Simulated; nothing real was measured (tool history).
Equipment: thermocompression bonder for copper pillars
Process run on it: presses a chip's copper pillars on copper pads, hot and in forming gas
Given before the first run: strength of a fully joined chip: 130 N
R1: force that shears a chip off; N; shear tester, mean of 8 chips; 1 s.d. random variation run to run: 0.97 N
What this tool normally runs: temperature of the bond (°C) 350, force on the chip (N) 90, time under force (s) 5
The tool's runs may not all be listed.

{"run": 1, "hour": 0.0, "temperature of the bond (°C)": 350, "force on the chip (N)": 90, "time under force (s)": 5, "R1": 79.6}
{"run": 2, "hour": 18.4, "temperature of the bond (°C)": 350, "force on the chip (N)": 90, "time under force (s)": 5, "R1": 79.4}
{"run": 3, "hour": 48.7, "temperature of the bond (°C)": 350, "force on the chip (N)": 90, "time under force (s)": 5, "R1": 79}
{"run": 4, "hour": 80.0, "temperature of the bond (°C)": 350, "force on the chip (N)": 90, "time under force (s)": 5, "R1": 78.4}
{"run": 5, "hour": 105.4, "temperature of the bond (°C)": 350, "force on the chip (N)": 90, "time under force (s)": 11, "R1": 95.9}
{"run": 6, "hour": 128.8, "temperature of the bond (°C)": 350, "force on the chip (N)": 90, "time under force (s)": 11, "R1": 96.4}
{"run": 7, "hour": 149.6, "temperature of the bond (°C)": 350, "force on the chip (N)": 90, "time under force (s)": 11, "R1": 96.5}
{"run": 8, "hour": 167.2, "temperature of the bond (°C)": 350, "force on the chip (N)": 90, "time under force (s)": 11, "R1": 95.9}
{"run": 9, "hour": 197.9, "temperature of the bond (°C)": 350, "force on the chip (N)": 90, "time under force (s)": 5, "R1": 76.4}
{"run": 10, "hour": 235.2, "temperature of the bond (°C)": 350, "force on the chip (N)": 130, "time under force (s)": 5, "R1": 87.2}
{"run": 11, "hour": 263.5, "temperature of the bond (°C)": 350, "force on the chip (N)": 130, "time under force (s)": 5, "R1": 86.5}
{"run": 12, "hour": 286.4, "temperature of the bond (°C)": 355, "force on the chip (N)": 130, "time under force (s)": 5, "R1": 91.1}
{"run": 13, "hour": 324.0, "temperature of the bond (°C)": 350, "force on the chip (N)": 58, "time under force (s)": 5, "R1": 64}
{"run": 14, "hour": 349.2, "temperature of the bond (°C)": 350, "force on the chip (N)": 58, "time under force (s)": 5, "R1": 62.8}
{"run": 15, "hour": 368.9, "temperature of the bond (°C)": 350, "force on the chip (N)": 58, "time under force (s)": 5, "R1": 61}
{"run": 16, "hour": 399.0, "temperature of the bond (°C)": 357, "force on the chip (N)": 90, "time under force (s)": 5, "R1": 80}
{"hour": 434.7, "done": "heater calibrated with a thermocouple chip"}
{"run": 17, "hour": 441.2, "temperature of the bond (°C)": 357, "force on the chip (N)": 90, "time under force (s)": 5, "R1": 83.7}
{"hour": 467.7, "done": "forming gas filter changed"}
{"run": 18, "hour": 471.5, "temperature of the bond (°C)": 357, "force on the chip (N)": 90, "time under force (s)": 5, "R1": 87.4}
{"run": 19, "hour": 510.3, "temperature of the bond (°C)": 357, "force on the chip (N)": 90, "time under force (s)": 5, "R1": 89.8}
{"run": 20, "hour": 550.8, "temperature of the bond (°C)": 357, "force on the chip (N)": 90, "time under force (s)": 5, "R1": 87}
{"run": 21, "hour": 581.7, "temperature of the bond (°C)": 357, "force on the chip (N)": 80, "time under force (s)": 5, "R1": 83.5}
{"run": 22, "hour": 621.3, "temperature of the bond (°C)": 339, "force on the chip (N)": 102, "time under force (s)": 5, "R1": 80.6}
{"run": 23, "hour": 641.2, "temperature of the bond (°C)": 339, "force on the chip (N)": 102, "time under force (s)": 5, "R1": 80.2}
{"run": 24, "hour": 679.4, "temperature of the bond (°C)": 358, "force on the chip (N)": 90, "time under force (s)": 5, "R1": 86.7}
{"run": 25, "hour": 702.2, "temperature of the bond (°C)": 372, "force on the chip (N)": 90, "time under force (s)": 5, "R1": 95.6}
{"run": 26, "hour": 719.7, "temperature of the bond (°C)": 372, "force on the chip (N)": 90, "time under force (s)": 5, "R1": 95.8}
{"run": 27, "hour": 740.6, "temperature of the bond (°C)": 329, "force on the chip (N)": 90, "time under force (s)": 13, "R1": 90.9}
{"run": 28, "hour": 779.0, "temperature of the bond (°C)": 329, "force on the chip (N)": 90, "time under force (s)": 13, "R1": 89.2}
{"run": 29, "hour": 801.1, "temperature of the bond (°C)": 329, "force on the chip (N)": 90, "time under force (s)": 13, "R1": 89.7}
{"run": 30, "hour": 832.5, "temperature of the bond (°C)": 325, "force on the chip (N)": 104, "time under force (s)": 12, "R1": 89.2}
{"run": 31, "hour": 861.9, "temperature of the bond (°C)": 328, "force on the chip (N)": 116, "time under force (s)": 4, "R1": 70.1}
{"run": 32, "hour": 883.1, "temperature of the bond (°C)": 328, "force on the chip (N)": 116, "time under force (s)": 4, "R1": 68.9}
{"run": 33, "hour": 912.7, "temperature of the bond (°C)": 349, "force on the chip (N)": 116, "time under force (s)": 5, "R1": 86.5}
{"hour": 932.4, "done": "forming gas filter changed"}
{"run": 34, "hour": 938.2, "temperature of the bond (°C)": 349, "force on the chip (N)": 116, "time under force (s)": 5, "R1": 90.9}
{"run": 35, "hour": 968.9, "temperature of the bond (°C)": 349, "force on the chip (N)": 116, "time under force (s)": 5, "R1": 90.8}
{"run": 36, "hour": 1005.1, "temperature of the bond (°C)": 349, "force on the chip (N)": 116, "time under force (s)": 5, "R1": 90.8}
{"run": 37, "hour": 1037.0, "temperature of the bond (°C)": 349, "force on the chip (N)": 116, "time under force (s)": 10, "R1": 104.1}
{"run": 38, "hour": 1055.9, "temperature of the bond (°C)": 349, "force on the chip (N)": 61, "time under force (s)": 4, "R1": 63}
{"run": 39, "hour": 1092.6, "temperature of the bond (°C)": 349, "force on the chip (N)": 61, "time under force (s)": 4, "R1": 64.6}
{"run": 40, "hour": 1113.8, "temperature of the bond (°C)": 368, "force on the chip (N)": 91, "time under force (s)": 4, "R1": 87.5}

4 options for the next run, each taken on its own from the tool as it stands now. Forecast them:
{"run": "A", "hour": 1135.6, "temperature of the bond (°C)": 331, "force on the chip (N)": 90, "time under force (s)": 5, "R1": "?"}
{"run": "B", "hour": 1135.6, "temperature of the bond (°C)": 350, "force on the chip (N)": 90, "time under force (s)": 14, "R1": "?"}
{"run": "C", "hour": 1135.6, "temperature of the bond (°C)": 350, "force on the chip (N)": 103, "time under force (s)": 11, "R1": "?"}
{"run": "D", "hour": 1135.6, "temperature of the bond (°C)": 368, "force on the chip (N)": 132, "time under force (s)": 3, "R1": "?"}

run=A R1=68.7
run=B R1=102.9
run=C R1=103.8
run=D R1=89.6
The same runs, with their run-to-run variation unchanged, on a tool lacking any hidden condition would have given:
run=A R1=70.7
run=B R1=105.4
run=C R1=106.4
run=D R1=91.8

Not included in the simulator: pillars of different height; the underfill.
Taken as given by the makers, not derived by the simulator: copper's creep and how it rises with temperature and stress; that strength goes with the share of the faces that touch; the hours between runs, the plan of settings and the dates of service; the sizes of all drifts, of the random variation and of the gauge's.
